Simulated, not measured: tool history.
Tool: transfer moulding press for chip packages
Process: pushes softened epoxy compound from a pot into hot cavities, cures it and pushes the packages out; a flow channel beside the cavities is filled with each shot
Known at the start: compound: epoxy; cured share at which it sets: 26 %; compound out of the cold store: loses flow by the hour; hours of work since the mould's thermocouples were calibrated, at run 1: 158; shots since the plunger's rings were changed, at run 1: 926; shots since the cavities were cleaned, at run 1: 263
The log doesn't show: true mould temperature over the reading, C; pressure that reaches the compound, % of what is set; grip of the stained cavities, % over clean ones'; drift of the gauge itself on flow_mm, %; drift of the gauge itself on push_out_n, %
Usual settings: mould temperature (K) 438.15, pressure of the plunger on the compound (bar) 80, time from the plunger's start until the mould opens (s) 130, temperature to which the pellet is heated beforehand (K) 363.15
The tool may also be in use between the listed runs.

run	hour	mould temperature (K)	pressure of the plunger on the compound (bar)	time from the plunger's start until the mould opens (s)	temperature to which the pellet is heated beforehand (K)	hours of work since the mould's thermocouples were calibrated	shots since the plunger's rings were changed	shots since the cavities were cleaned	incoming compound's hours out of the cold store	length that the compound runs in the flow channel (mm)	greatest force on the pins that push the packages out (N)
1	0	438.15	80	130	363.15	158	926	263	32.5	807	213
2	7.8	438.15	80	130	363.15	163	1002	339	39.5	794	221
3	11.7	438.15	62.9	130	363.15	166	1040	377	23.1	750	209
4	19.7	438.15	62.9	130	363.15	171	1119	456	29.3	730	226
5	23.6	438.15	62.9	130	363.15	173	1157	494	16.8	777	227
# hour 26.1: cavities cleaned with cleaning compound and waxed
6	34.1	438.15	62.9	130	363.15	179	1245	78	16.4	779	168
7	42.2	438.15	80	124	363.15	184	1324	157	26	831	197
8	48.4	438.15	80	124	363.15	188	1384	217	31.6	826	195
9	53.7	438.15	80	124	363.15	192	1436	269	43.9	761	210
10	59.1	438.15	69.3	124	363.15	195	1489	322	25	773	219
11	63.7	438.15	69.3	124	363.15	198	1534	367	43.7	716	208
12	71.1	438.15	72.6	124	363.15	203	1606	439	45.1	726	218
13	75.6	438.15	72.6	124	363.15	206	1650	483	26.7	792	230
# hour 79: cavities cleaned with cleaning compound and waxed
14	86.3	438.15	72.6	124	363.15	212	1740	71	10.4	845	185
15	94.2	438.15	72.6	124	363.15	217	1817	148	9.9	852	196
# hour 97.1: mould's thermocouples calibrated
16	100.1	438.15	72.6	124	363.15	2	1856	187	32.5	763	193
17	108.8	438.15	72.6	124	363.15	8	1940	271	28.4	772	206
18	117.3	438.15	69.8	124	363.15	13	2023	354	18.6	796	217
19	124.8	434.15	65.3	119	362.15	18	2097	428	13.5	814	267
20	131	434.15	65.3	119	362.15	22	2157	488	13.3	815	289
# hour 134.1: cavities cleaned with cleaning compound and waxed
21	140.3	441.15	72.3	130	363.15	27	2233	60	46	691	166
22	146.8	441.15	72.3	130	363.15	31	2297	124	43.3	709	189
# hour 154.9: mould's thermocouples calibrated, once more
23	156.5	433.15	61.4	121	353.15	1	2372	199	37.4	699	244
24	161.9	433.15	61.4	165	373.15	4	2425	252	14.5	788	207
25	169.7	433.15	61.4	165	373.15	10	2501	328	9.3	803	211
26	175	438.15	66.3	150	368.15	13	2553	380	23.4	755	200
27	183.3	438.15	68.9	151	368.15	18	2634	461	43.5	695	219
# hour 189.1: cavities cleaned with cleaning compound and waxed
28	189.1	437.15	68.9	151	368.15	21	2676	0	45.8	709	170
29	196.1	436.15	80	130	363.15	26	2745	69	12.2	893	188

4 ways to go on from here, each from the tool as it stands after run 29. What would each give?
A	201.8	438.15	80	130	363.15	29	2800	124	29.2	?	?
B	201.8	444.15	80	130	363.15	29	2800	124	38.8	?	?
C	201.8	438.15	66.4	130	363.15	29	2800	124	42.5	?	?
D	201.8	431.15	80	117	366.15	29	2800	124	41.4	?	?

run	length that the compound runs in the flow channel (mm)	greatest force on the pins that push the packages out (N)
A	801	189
B	741	173
C	681	188
D	802	282
Without the tool's hidden state the same runs would have given:
run	length that the compound runs in the flow channel (mm)	greatest force on the pins that push the packages out (N)
A	842	163
B	778	147
C	715	161
D	843	242
